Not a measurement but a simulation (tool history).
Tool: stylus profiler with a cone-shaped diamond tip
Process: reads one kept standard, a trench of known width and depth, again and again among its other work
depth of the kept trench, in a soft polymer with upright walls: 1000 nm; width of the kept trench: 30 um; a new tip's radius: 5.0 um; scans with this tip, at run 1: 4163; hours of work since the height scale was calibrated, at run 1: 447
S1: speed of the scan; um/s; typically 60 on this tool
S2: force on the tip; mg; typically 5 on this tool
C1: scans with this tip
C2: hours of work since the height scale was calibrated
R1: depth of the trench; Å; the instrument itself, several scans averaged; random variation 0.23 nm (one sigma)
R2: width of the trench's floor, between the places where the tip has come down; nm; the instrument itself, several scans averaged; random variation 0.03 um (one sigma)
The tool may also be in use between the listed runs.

run     day   S1     S2     C1    C2       R1     R2
  1       0   60      5   4163   447  10144.2  23200
  2   1.696   60      5   4326   465  10144.9  23210
  3   5.338   54      5   4678   503  10144.9  23170
  4   8.208   54      5   4956   533  10150.8  23160
  5  11.012   54      5   5227   562  10150.6  23060
  6  13.379   54      5   5455   586  10152.3  23100
  7  16.612   60      5   5768   620  10147.5  23000
  8    18.3   60      5   5931   637  10152.7  22990
  9  21.654   60   1.95   6255   672  10090.1  22820
 10  23.912   60   6.69   6473   696  10186.6  22860
 11  27.179   60      5   6789   730  10158.4  22840
 12  30.308   60    3.1   7091   762  10122.7  22720
 13  32.162   60    3.1   7270   781  10124.8  22690
 14  34.375   60    3.1   7484   804  10126.6  22670
 15  37.275   60   4.65   7764   835  10154.9  22630
 16  40.042  140    7.3   8032   863  10199.4  22400
 17    41.7  117   8.91   8192   881  10221.5  22530
 18  43.904   44  11.33   8405   903  10252.9  22580
 19  45.596   25  11.33   8568   921  10259.3  22630
 20  47.917   25  11.33   8792   945  10258.8  22540
 21    50.3   25  11.33   9023   970  10260.5  22600
 22  53.183   64   3.72   9301  1000  10147.7  22360
 23  55.988   29   4.69   9572  1029  10167.5  22400
 24  59.367   29   4.69   9899  1064  10169.2  22390
 25  62.646   62  14.65  10215  1098  10304.2  22320
 26  65.646  175   2.23  10505  1129    10118  21700
 27   68.55   40   7.58  10786  1159  10217.1  22230

What if the next run were any one of these 4? Each begins from the tool's condition after run 27:
  A  70.946   45  4.65  11017  1184   ?   ?
  B  70.946   40  3.81  11017  1184   ?   ?
  C  70.946  138  7.58  11017  1184   ?   ?
  D  70.946   71  8.04  11017  1184   ?   ?

run       R1     R2
  A  10167.1  22140
  B  10158.4  22130
  C  10214.2  22020
  D  10225.5  22120
What these runs would have given with no unlogged condition in the tool:
run       R1     R2
  A  10114.8  23870
  B  10106.2  23870
  C  10161.7  23760
  D  10172.9  23850
